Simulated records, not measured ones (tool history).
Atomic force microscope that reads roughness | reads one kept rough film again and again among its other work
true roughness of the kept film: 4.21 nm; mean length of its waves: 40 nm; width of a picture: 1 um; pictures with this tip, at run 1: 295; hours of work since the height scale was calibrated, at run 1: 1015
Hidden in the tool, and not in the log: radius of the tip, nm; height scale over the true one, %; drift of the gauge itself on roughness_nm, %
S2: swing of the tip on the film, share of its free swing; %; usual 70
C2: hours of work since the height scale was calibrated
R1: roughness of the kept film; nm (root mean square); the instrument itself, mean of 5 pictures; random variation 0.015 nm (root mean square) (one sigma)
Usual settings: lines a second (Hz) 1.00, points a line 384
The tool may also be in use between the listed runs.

Run 1, hour 0.0: usual settings; pictures with this tip 295; C2 1015. Result: R1 3.654 nm (root mean square).
Run 2, hour 31.6: usual settings; pictures with this tip 348; C2 1033. Result: R1 3.651 nm (root mean square).
At hour 49.3: new tip fitted.
Run 3, hour 85.6: usual settings but lines a second (Hz) 2.64; pictures with this tip 60; C2 1063. Result: R1 3.418 nm (root mean square).
Run 4, hour 145.5: usual settings but lines a second (Hz) 2.64; pictures with this tip 160; C2 1096. Result: R1 3.421 nm (root mean square).
Run 5, hour 180.8: usual settings but lines a second (Hz) 2.64; pictures with this tip 219; C2 1116. Result: R1 3.433 nm (root mean square).
Run 6, hour 233.2: usual settings but lines a second (Hz) 2.64; pictures with this tip 307; C2 1145. Result: R1 3.423 nm (root mean square).
At hour 273.0: new tip fitted.
Run 7, hour 274.9: usual settings but S2 61 %; pictures with this tip 3; C2 1168. Result: R1 3.706 nm (root mean square).
Run 8, hour 342.5: usual settings but points a line 998; pictures with this tip 116; C2 1206. Result: R1 3.667 nm (root mean square).
Run 9, hour 388.7: usual settings but points a line 998; pictures with this tip 193; C2 1232. Result: R1 3.669 nm (root mean square).
Run 10, hour 439.9: usual settings but points a line 998; pictures with this tip 279; C2 1261. Result: R1 3.665 nm (root mean square).
Run 11, hour 489.6: usual settings but points a line 998; pictures with this tip 362; C2 1289. Result: R1 3.646 nm (root mean square).
At hour 496.8: new tip fitted.
Run 12, hour 520.4: usual settings but lines a second (Hz) 0.94; pictures with this tip 39; C2 1305. Result: R1 3.665 nm (root mean square).
Run 13, hour 575.1: usual settings but lines a second (Hz) 0.94; pictures with this tip 130; C2 1336. Result: R1 3.662 nm (root mean square).
Run 14, hour 621.8: usual settings; pictures with this tip 208; C2 1362. Result: R1 3.644 nm (root mean square).
Run 15, hour 686.2: usual settings; pictures with this tip 316; C2 1398. Result: R1 3.622 nm (root mean square).
At hour 717.3: new tip fitted.
Run 16, hour 757.8: usual settings; pictures with this tip 67; C2 1438. Result: R1 3.644 nm (root mean square).
Run 17, hour 793.5: usual settings; pictures with this tip 127; C2 1458. Result: R1 3.638 nm (root mean square).
Run 18, hour 845.6: usual settings; pictures with this tip 214; C2 1487. Result: R1 3.607 nm (root mean square).
Run 19, hour 910.6: usual settings; pictures with this tip 322; C2 1524. Result: R1 3.609 nm (root mean square).
At hour 940.9: new tip fitted.
Run 20, hour 958.9: usual settings; pictures with this tip 30; C2 1550. Result: R1 3.642 nm (root mean square).
Run 21, hour 993.3: usual settings; pictures with this tip 88; C2 1570. Result: R1 3.649 nm (root mean square).
Run 22, hour 1046.0: usual settings but lines a second (Hz) 2.33; pictures with this tip 176; C2 1599. Result: R1 3.469 nm (root mean square).
Run 23, hour 1095.9: usual settings but points a line 421; pictures with this tip 259; C2 1627. Result: R1 3.650 nm (root mean square).
At hour 1133.2: height scale calibrated on a step standard.
At hour 1163.4: new tip fitted.
Run 24, hour 1169.5: usual settings but S2 58 %; pictures with this tip 10; C2 20. Result: R1 3.718 nm (root mean square).
Run 25, hour 1225.8: usual settings but S2 58 %; pictures with this tip 104; C2 52. Result: R1 3.738 nm (root mean square).
Run 26, hour 1283.7: usual settings but S2 58 %; pictures with this tip 201; C2 84. Result: R1 3.707 nm (root mean square).
Run 27, hour 1348.0: usual settings but S2 58 %; pictures with this tip 308; C2 120. Result: R1 3.712 nm (root mean square).
At hour 1387.8: new tip fitted.
Run 28, hour 1402.4: usual settings but S2 58 %; pictures with this tip 25; C2 150. Result: R1 3.738 nm (root mean square).
Run 29, hour 1443.4: usual settings but lines a second (Hz) 0.95, S2 82 %; pictures with this tip 93; C2 173. Result: R1 3.535 nm (root mean square).
Run 30, hour 1499.2: usual settings but points a line 295; pictures with this tip 186; C2 204. Result: R1 3.643 nm (root mean square).
Run 31, hour 1530.0: usual settings but lines a second (Hz) 1.01, S2 60 %, points a line 665; pictures with this tip 238; C2 221. Result: R1 3.731 nm (root mean square).
Run 32, hour 1598.7: usual settings but lines a second (Hz) 0.53, points a line 371; pictures with this tip 353; C2 260. Result: R1 3.711 nm (root mean square).
At hour 1610.9: new tip fitted.
Run 33, hour 1667.6: usual settings but lines a second (Hz) 2.04, S2 85 %, points a line 443; pictures with this tip 95; C2 298. Result: R1 3.229 nm (root mean square).
Run 34, hour 1730.5: usual settings but lines a second (Hz) 0.63, S2 85 %, points a line 408; pictures with this tip 200; C2 333. Result: R1 3.601 nm (root mean square).
Run 35, hour 1802.7: usual settings but lines a second (Hz) 0.59, points a line 888; pictures with this tip 320; C2 374. Result: R1 3.719 nm (root mean square).
At hour 1834.4: new tip fitted.
Run 36, hour 1869.4: usual settings but lines a second (Hz) 1.53, S2 62 %; pictures with this tip 58; C2 411. Result: R1 3.676 nm (root mean square).
Run 37, hour 1935.0: usual settings but S2 71 %; pictures with this tip 168; C2 447. Result: R1 3.625 nm (root mean square).
Run 38, hour 1995.4: usual settings but S2 71 %; pictures with this tip 269; C2 481. Result: R1 3.610 nm (root mean square).
Run 39, hour 2041.2: usual settings but points a line 821; pictures with this tip 345; C2 507. Result: R1 3.643 nm (root mean square).
At hour 2058.4: new tip fitted.
Run 40, hour 2089.8: usual settings but points a line 821; pictures with this tip 52; C2 534. Result: R1 3.657 nm (root mean square).
Run 41, hour 2126.5: usual settings but S2 72 %; pictures with this tip 114; C2 554. Result: R1 3.634 nm (root mean square).
Run 42, hour 2168.1: usual settings but S2 72 %, points a line 270; pictures with this tip 183; C2 578. Result: R1 3.596 nm (root mean square).
Run 43, hour 2232.1: usual settings but S2 72 %, points a line 270; pictures with this tip 290; C2 613. Result: R1 3.588 nm (root mean square).
At hour 2278.6: new tip fitted.
Run 44, hour 2285.2: usual settings but lines a second (Hz) 0.85, S2 60 %; pictures with this tip 11; C2 643. Result: R1 3.727 nm (root mean square).
Run 45, hour 2322.3: usual settings but lines a second (Hz) 1.08; pictures with this tip 72; C2 664. Result: R1 3.616 nm (root mean square).
Run 46, hour 2366.0: usual settings but lines a second (Hz) 1.08; pictures with this tip 146; C2 688. Result: R1 3.644 nm (root mean square).
Run 47, hour 2397.6: usual settings but lines a second (Hz) 1.08; pictures with this tip 198; C2 706. Result: R1 3.605 nm (root mean square).
Run 48, hour 2443.8: usual settings but lines a second (Hz) 1.55; pictures with this tip 275; C2 731. Result: R1 3.564 nm (root mean square).
Run 49, hour 2488.4: usual settings but lines a second (Hz) 1.55; pictures with this tip 350; C2 756. Result: R1 3.561 nm (root mean square).
At hour 2502.0: new tip fitted.
Run 50, hour 2548.4: usual settings but S2 57 %, points a line 504; pictures with this tip 77; C2 790. Result: R1 3.725 nm (root mean square).
Run 51, hour 2618.2: usual settings but lines a second (Hz) 0.69, S2 68 %, points a line 491; pictures with this tip 194; C2 829. Result: R1 3.704 nm (root mean square).
Run 52, hour 2690.7: usual settings but lines a second (Hz) 0.69, S2 68 %, points a line 491; pictures with this tip 315; C2 869. Result: R1 3.703 nm (root mean square).

Hidden state at the last listed run before each entry between runs and at the first one after, where it differs:
Between runs 2 and 3: new tip fitted (hour 49.3)
  radius of the tip, nm: 10.4 -> 10.1
Between runs 6 and 7: new tip fitted (hour 273.0)
  radius of the tip, nm: 10.3 -> 10
Between runs 11 and 12: new tip fitted (hour 496.8)
  radius of the tip, nm: 10.4 -> 10
Between runs 15 and 16: new tip fitted (hour 717.3)
  radius of the tip, nm: 10.3 -> 10.1
Between runs 19 and 20: new tip fitted (hour 940.9)
  radius of the tip, nm: 10.3 -> 10
Between runs 23 and 24: height scale calibrated on a step standard (hour 1133.2); new tip fitted (hour 1163.4)
  radius of the tip, nm: 10.3 -> 10; height scale over the true one, %: 0.03 -> 0
Between runs 27 and 28: new tip fitted (hour 1387.8)
  radius of the tip, nm: 10.3 -> 10
Between runs 32 and 33: new tip fitted (hour 1610.9)
  radius of the tip, nm: 10.4 -> 10.1
Between runs 35 and 36: new tip fitted (hour 1834.4)
  radius of the tip, nm: 10.4 -> 10.1
Between runs 39 and 40: new tip fitted (hour 2058.4)
  radius of the tip, nm: 10.4 -> 10.1
Between runs 43 and 44: new tip fitted (hour 2278.6)
  radius of the tip, nm: 10.3 -> 10
Between runs 49 and 50: new tip fitted (hour 2502.0)
  radius of the tip, nm: 10.4 -> 10.1
